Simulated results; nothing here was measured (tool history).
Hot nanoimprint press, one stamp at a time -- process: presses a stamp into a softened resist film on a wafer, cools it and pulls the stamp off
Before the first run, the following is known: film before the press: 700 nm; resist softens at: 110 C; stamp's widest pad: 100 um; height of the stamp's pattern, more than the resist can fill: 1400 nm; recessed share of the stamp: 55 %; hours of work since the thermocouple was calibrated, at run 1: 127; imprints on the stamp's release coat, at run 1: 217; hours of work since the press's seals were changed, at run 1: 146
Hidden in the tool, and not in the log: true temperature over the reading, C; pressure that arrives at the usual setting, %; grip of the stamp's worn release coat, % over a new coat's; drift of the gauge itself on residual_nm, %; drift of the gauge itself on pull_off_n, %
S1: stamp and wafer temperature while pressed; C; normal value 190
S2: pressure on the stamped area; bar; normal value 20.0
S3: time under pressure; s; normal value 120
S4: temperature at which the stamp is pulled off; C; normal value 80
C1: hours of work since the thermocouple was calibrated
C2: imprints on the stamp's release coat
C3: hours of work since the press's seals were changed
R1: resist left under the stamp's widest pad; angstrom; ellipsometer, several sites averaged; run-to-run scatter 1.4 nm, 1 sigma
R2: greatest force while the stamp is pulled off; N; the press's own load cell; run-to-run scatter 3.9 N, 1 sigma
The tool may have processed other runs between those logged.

run   hour   S1    S2   S3  S4   C1    C2   C3    R1   R2
  1    0.0  190  20.0  120  80  127   217  146  3818  188
  2   28.2  190  20.0  120  80  139   260  157  3821  198
  3   81.5  190  20.0  120  80  160   340  179  3823  193
  4  131.1  190  20.0   89  80  180   416  198  4213  183
  5  174.7  190  20.0   89  80  197   482  216  4180  193
  6  206.3  190  20.0   89  80  210   530  229  4190  186
  7  240.2  190  24.7   89  80  224   581  242  3846  189
  8  273.2  190  24.7   89  80  237   631  256  3829  193
  9  309.8  178  20.0  120  80  252   687  270  5728  184
 10  355.5  190  25.2  120  80  270   756  289  3430  188
 11  389.2  190  20.0   70  80  284   807  302  4510  185
 12  416.5  190  20.0   94  80  295   848  313  4119  183
 13  463.9  190  20.0   94  80  314   920  332  4127  187
 14  498.4  191  20.0  120  80  327   973  346  3692  192
 15  535.0  191  20.0  120  80  342  1028  361  3670  186
 16  569.1  196  20.0  120  80  356  1080  374  3026  192
     591.9  -- plate thermocouple calibrated
 17  594.3  192  31.8  120  80    1  1113  383  2812  191
 18  646.4  197  20.0  183  80   22  1192  404  2484  192
 19  682.1  190  30.4  161  80   36  1247  419  2808  190
 20  720.9  190  22.3  157  72   52  1305  434  3329  212
 21  748.8  191  26.2  120  80   63  1348  445  3225  191
 22  772.9  191  26.2  120  80   73  1384  455  3228  188
 23  809.9  190  19.4  114  80   88  1440  470  3944  189
     853.3  -- stamp cleaned and given a new release coat
 24  855.9  190  20.0  120  85  104     4  486  3852  180
 25  898.9  190  12.9  175  85  121    69  503  4174  176
 26  936.8  185  18.0  121  86  136   127  518  4762  180
 27  967.3  185  18.0  121  86  148   173  531  4774  172

Consider 3 possible next runs. They are alternatives, not a sequence: every one starts from the tool as it was left by run 27. What does each give?
  A  990.9  194  18.0  127  74  158  209  540   ?   ?
  B  990.9  185  28.5  121  75  158  209  540   ?   ?
  C  990.9  196  18.1  140  86  158  209  540   ?   ?

run    R1   R2
  A  3379  202
  B  3974  200
  C  3006  178
Without the tool's hidden state the same runs would have given:
run    R1   R2
  A  3380  202
  B  3974  200
  C  3007  177
